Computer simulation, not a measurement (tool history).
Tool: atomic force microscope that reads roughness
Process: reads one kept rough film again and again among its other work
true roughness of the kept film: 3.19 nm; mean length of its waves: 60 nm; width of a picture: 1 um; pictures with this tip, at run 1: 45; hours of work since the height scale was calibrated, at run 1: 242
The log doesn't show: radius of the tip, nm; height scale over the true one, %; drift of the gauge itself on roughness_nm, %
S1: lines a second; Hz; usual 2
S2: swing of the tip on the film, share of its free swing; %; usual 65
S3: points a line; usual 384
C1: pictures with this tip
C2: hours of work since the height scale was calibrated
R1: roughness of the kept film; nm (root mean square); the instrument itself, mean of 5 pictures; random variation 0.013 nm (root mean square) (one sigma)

run   hour    S1  S2    S3   C1   C2     R1
  1      0     2  65   384   45  242  2.959
  2    5.2     2  65   384   51  245  2.948
  3   15.9     2  72   384   63  250   2.89
  4     24     2  72   384   72  254  2.887
  5   34.7     2  65   384   83  260  2.944
  6   46.3     2  65   384   96  266  2.918
  7   53.9     2  65   384  104  270  2.911
  8   61.2     2  65   384  112  274  2.912
  9   67.4     2  65   721  119  277  2.897
 10   74.5     2  65   384  127  280  2.875
 11   85.2     2  65   384  138  286  2.895
 12   91.7     2  66   384  146  289    2.9
 13  103.1     2  66   384  158  295  2.861
 14  108.8     2  66   384  164  298  2.845
 15  118.6  2.14  66   384  175  303  2.838
 16  127.3  2.14  66   384  184  308  2.811
 17  138.1  2.14  66   384  196  313   2.82
 18  143.4  2.14  66   384  202  316  2.824
 19  154.5     2  65   384  214  322  2.827
 20  162.7     2  65   384  223  326  2.795
     164.3  -- new tip fitted
 21  174.6     2  65   384   12  332  2.994
 22  180.6     2  65   384   18  335  2.997
 23  191.9     2  65   384   30  341  2.971
 24  199.5     2  65   384   39  345  2.975
 25  209.7     2  79   384   50  350  2.823
 26  221.1     2  79   384   62  356  2.808
 27  227.1  0.63  75   356   69  359  2.978
 28  236.9  2.58  65   466   80  364   2.91
 29  244.7  1.15  78   384   88  368  2.919
 30  256.7  1.15  78   384  101  374  2.899
 31  266.6  1.97  66   727  112  379  2.907
 32  277.6  3.05  67   920  124  385  2.829
 33  287.8  1.07  89   501  135  390  2.808
 34  297.8  1.07  71   501  146  395  2.878
 35  303.8  1.07  71   888  153  398  2.888
 36  311.7  1.07  87   766  161  402  2.819
 37    317     2  81   384  167  405   2.72
 38  323.1  2.75  76   927  174  408  2.703
 39  329.1  2.75  66  1008  180  411  2.799
 40  339.2  2.53  89   866  191  417  2.531
 41  347.2  0.96  57   386  200  421  2.908
 42    356  2.37  73   384  210  425  2.738
 43  362.6     2  76   436  217  429  2.727
     369.6  -- new tip fitted
 44  372.4  1.22  83   436    3  434  2.946
 45  377.6  1.22  83   436    9  436  2.931
 46  387.2  0.67  84   384   19  441  2.991
 47  399.3  3.92  84   704   33  447  2.544
 48  409.3  3.92  56   284   43  453  2.943
 49  420.8  1.68  59   384   56  458  3.004
 50  426.7  1.68  59   314   62  461  3.006
 51    435  1.68  59   314   72  466  2.967
 52  446.4  1.68  59   314   84  472  2.976

Forecast each of these 4 alternatives for the next run:
  A  455.2  2.36  59  314  94  476   ?
  B  455.2     2  65  671  94  476   ?
  C  455.2  1.68  59  498  94  476   ?
  D  455.2     2  75  384  94  476   ?

run     R1
  A  2.931
  B  2.932
  C  2.954
  D  2.833
Without the tool's hidden state the same runs would have given:
run     R1
  A  3.003
  B  3.004
  C  3.026
  D  2.902
